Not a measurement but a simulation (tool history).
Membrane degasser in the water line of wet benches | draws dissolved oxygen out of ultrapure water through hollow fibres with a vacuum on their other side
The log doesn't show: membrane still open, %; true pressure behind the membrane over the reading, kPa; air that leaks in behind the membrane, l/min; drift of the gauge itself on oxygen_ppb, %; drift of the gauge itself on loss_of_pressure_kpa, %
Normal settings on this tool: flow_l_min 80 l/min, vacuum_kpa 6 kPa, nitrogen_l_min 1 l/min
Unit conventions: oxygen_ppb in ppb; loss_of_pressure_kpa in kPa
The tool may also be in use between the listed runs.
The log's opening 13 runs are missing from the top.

run,hour,flow_l_min,vacuum_kpa,nitrogen_l_min,hours since the membrane was changed,hours since the vacuum gauge was calibrated,hours since the vacuum lines were made tight,oxygen_ppb,loss_of_pressure_kpa
14,942.7,80,6,1,5365,3548,2376,384.1,61.38
15,993.8,80,6,1,5416,3599,2427,385.1,60.84
16,1059,80,10.03,0.52,5481,3664,2493,1240.8,60.7
17,1107.4,80,6,0.7,5529,3713,2541,475.1,60.9
18,1220.8,80,6,0.7,5643,3826,2654,471.8,61.1
# hour 1257.4: vacuum gauge calibrated
19,1295,80,6,0.7,5717,38,2728,471.8,61.34
20,1346.9,79,9.4,0.7,5768,89,2780,974.3,60.53
21,1445.5,93,4.07,1.99,5867,188,2879,117.9,70.92
22,1537.4,77,6,2.95,5959,280,2971,174.9,58.96
23,1640.3,58,12.83,0.79,6062,383,3073,1097.9,44.51
24,1715.3,58,12.83,0.79,6137,458,3148,1099.4,44.53
25,1783.4,58,12.83,0.79,6205,526,3217,1098.3,44.49
26,1858.1,58,12.83,0.57,6280,601,3291,1344.3,44.14
27,1943.1,58,12.83,0.57,6365,686,3376,1341.5,43.95
28,2025.9,58,12.83,0.57,6447,768,3459,1345.9,44.53
29,2112.4,58,12.83,0.57,6534,855,3545,1353.7,44.22
30,2191,80,6.55,1.98,6613,934,3624,288.1,61.01

Consider 4 possible next runs. They are alternatives, not a sequence: every one starts from the tool as it was left by run 30. What does each give?
A,2266.9,58,7.36,2.25,6688,1009,3700,?,?
B,2266.9,116,7.77,1.84,6688,1009,3700,?,?
C,2266.9,80,6.55,0.62,6688,1009,3700,?,?
D,2266.9,80,12.08,0.48,6688,1009,3700,?,?

run,oxygen_ppb,loss_of_pressure_kpa
A,232.8,44.26
B,568.1,88.47
C,596.8,61.18
D,1639.6,61.17
Take away the tool's hidden state, keep each run's random variation, and the runs would have read:
run,oxygen_ppb,loss_of_pressure_kpa
A,232.8,44.26
B,568,88.46
C,596.8,61.17
D,1639.6,61.16

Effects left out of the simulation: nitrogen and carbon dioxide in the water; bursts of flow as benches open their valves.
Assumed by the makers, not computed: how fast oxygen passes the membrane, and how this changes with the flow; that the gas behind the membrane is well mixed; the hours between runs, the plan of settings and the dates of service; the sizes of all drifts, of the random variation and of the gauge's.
